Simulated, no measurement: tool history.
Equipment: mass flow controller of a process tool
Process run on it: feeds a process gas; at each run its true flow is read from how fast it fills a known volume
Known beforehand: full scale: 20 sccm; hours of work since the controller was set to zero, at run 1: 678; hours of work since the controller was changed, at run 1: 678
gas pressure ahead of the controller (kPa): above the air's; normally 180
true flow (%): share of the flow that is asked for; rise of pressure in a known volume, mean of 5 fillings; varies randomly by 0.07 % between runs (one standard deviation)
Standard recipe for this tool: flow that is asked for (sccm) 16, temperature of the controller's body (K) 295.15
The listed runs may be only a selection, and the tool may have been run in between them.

run,hour,flow that is asked for (sccm),gas pressure ahead of the controller (kPa),temperature of the controller's body (K),hours of work since the controller was set to zero,hours of work since the controller was changed,true flow (%)
1,0.0,16,180,295.15,678,678,100.02
2,66.2,16,242,295.15,718,718,100.28
3,103.6,16,242,295.15,740,740,100.24
4,144.2,16,242,295.15,764,764,100.20
5,229.1,16,242,295.15,815,815,100.27
6,297.6,16,242,295.15,856,856,100.27
7,378.6,16,180,295.15,905,905,100.00
8,430.9,16,149,295.15,937,937,100.14
9,505.7,16,149,295.15,982,982,100.03
10,551.7,4,180,295.15,1009,1009,99.54
11,638.1,4,145,311.15,1061,1061,101.00
12,710.3,3,180,312.15,1104,1104,101.57
13,775.5,3,180,312.15,1144,1144,101.55
14,851.5,10,180,304.15,1189,1189,100.65
15,917.1,10,180,304.15,1229,1229,100.63
16,963.2,16,257,295.15,1256,1256,100.55
17,1023.7,16,141,309.15,1293,1293,101.48
18,1089.5,16,141,309.15,1332,1332,101.56

What if the next run were any one of these 4? Each begins from the tool's condition after run 18:
A,1143.5,16,188,295.15,1365,1365,?
B,1143.5,2,170,308.15,1365,1365,?
C,1143.5,8,266,307.15,1365,1365,?
D,1143.5,16,163,309.15,1365,1365,?

run,true flow (%)
A,100.48
B,102.77
C,101.15
D,101.68
The same runs, with their run-to-run variation unchanged, on a tool lacking any hidden condition would have given:
run,true flow (%)
A,99.20
B,98.67
C,99.47
D,100.41
